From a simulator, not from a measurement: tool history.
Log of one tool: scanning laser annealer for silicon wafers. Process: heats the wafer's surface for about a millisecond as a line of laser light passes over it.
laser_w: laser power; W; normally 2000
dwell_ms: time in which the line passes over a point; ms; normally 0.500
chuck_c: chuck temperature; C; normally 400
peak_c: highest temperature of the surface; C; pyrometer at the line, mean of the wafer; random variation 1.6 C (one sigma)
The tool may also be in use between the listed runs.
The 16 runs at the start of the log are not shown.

run     day  laser_w  dwell_ms  chuck_c  hours of work since the window was cleaned  hours of work since the power meter was calibrated  hours of work since the optics were aligned  peak_c
 17  37.279     1734     0.500      400                                         627                                                1722                                          627    1063
 18  39.079     1734     0.500      400                                         649                                                1743                                          649    1061
 19  41.633     1734     0.500      400                                         679                                                1774                                          679    1065
 20  43.800     1734     0.500      400                                         705                                                1800                                          705    1062
 21  47.288     1734     0.500      400                                         747                                                1841                                          747    1060
     49.838  -- window over the wafer cleaned
 22  49.838     2000     0.471      400                                           0                                                1871                                          776    1147
     50.371  -- optics aligned, line set to its width
 23  52.296     2000     0.500      376                                          27                                                1898                                           23    1155
 24  53.938     2000     0.387      368                                          47                                                1917                                           43    1037
 25  56.375     2000     0.387      368                                          76                                                1946                                           72    1039
 26  58.558     2000     0.426      400                                         102                                                1973                                           98    1104
 27  61.375     2000     0.426      400                                         136                                                2006                                          132    1107
 28  63.150     2000     0.426      400                                         157                                                2028                                          153    1108
 29  64.846     2045     0.611      368                                         177                                                2048                                          173    1256
 30  67.179     2045     0.611      361                                         205                                                2076                                          201    1252

Run 31, settings as shown, results not yet in. Your forecast:
 31  69.254     1705     0.500      389                                         230                                                2101                                          226       ?

Logged for run 31: peak_c 1050 C.
Were there no unlogged condition in the tool, this run, its random variation unchanged, would have produced peak_c 1055 C.
